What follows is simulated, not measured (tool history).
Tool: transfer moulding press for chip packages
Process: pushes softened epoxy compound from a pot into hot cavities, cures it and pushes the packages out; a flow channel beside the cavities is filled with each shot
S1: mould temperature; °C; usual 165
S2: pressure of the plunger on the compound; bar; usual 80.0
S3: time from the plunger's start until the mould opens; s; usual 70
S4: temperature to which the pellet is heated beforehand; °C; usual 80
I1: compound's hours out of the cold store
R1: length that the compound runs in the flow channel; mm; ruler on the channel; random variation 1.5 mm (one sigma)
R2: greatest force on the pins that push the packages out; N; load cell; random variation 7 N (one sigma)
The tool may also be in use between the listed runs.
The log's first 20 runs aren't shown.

-- day=5.546 mould's thermocouples calibrated
-- day=5.712 plunger's sealing rings changed
run 21 day=6.046 | S1=171 S2=68.8 S3=80 S4=84 | I1=35.4 | R1=710 R2=301
run 22 day=6.254 | S1=165 S2=93.4 S3=55 S4=88 | I1=37.7 | R1=848 R2=582
run 23 day=6.529 | S1=165 S2=93.4 S3=55 S4=88 | I1=17.0 | R1=903 R2=651
run 24 day=6.892 | S1=165 S2=96.8 S3=107 S4=80 | I1=46.0 | R1=845 R2=327
-- day=7.075 mould's thermocouples calibrated, once more
run 25 day=7.267 | S1=165 S2=96.8 S3=107 S4=80 | I1=17.9 | R1=914 R2=335
run 26 day=7.646 | S1=161 S2=81.8 S3=64 S4=76 | I1=20.0 | R1=855 R2=703
run 27 day=8.062 | S1=165 S2=77.1 S3=70 S4=80 | I1=30.4 | R1=784 R2=435
run 28 day=8.354 | S1=165 S2=77.1 S3=70 S4=83 | I1=15.1 | R1=820 R2=447
run 29 day=8.550 | S1=165 S2=77.1 S3=70 S4=83 | I1=32.0 | R1=779 R2=431
run 30 day=8.842 | S1=163 S2=80.0 S3=70 S4=82 | I1=36.1 | R1=796 R2=482

Forecast each of these 3 alternatives for the next run:
run A day=9.062 | S1=163 S2=80.0 S3=76 S4=82 | I1=45.6 | R1=? R2=?
run B day=9.062 | S1=165 S2=70.3 S3=106 S4=80 | I1=22.8 | R1=? R2=?
run C day=9.062 | S1=172 S2=85.3 S3=70 S4=78 | I1=23.3 | R1=? R2=?

run=A R1=768 R2=427
run=B R1=763 R2=360
run=C R1=809 R2=376
Without the tool's hidden state the same runs would have given:
run=A R1=776 R2=305
run=B R1=771 R2=257
run=C R1=818 R2=269
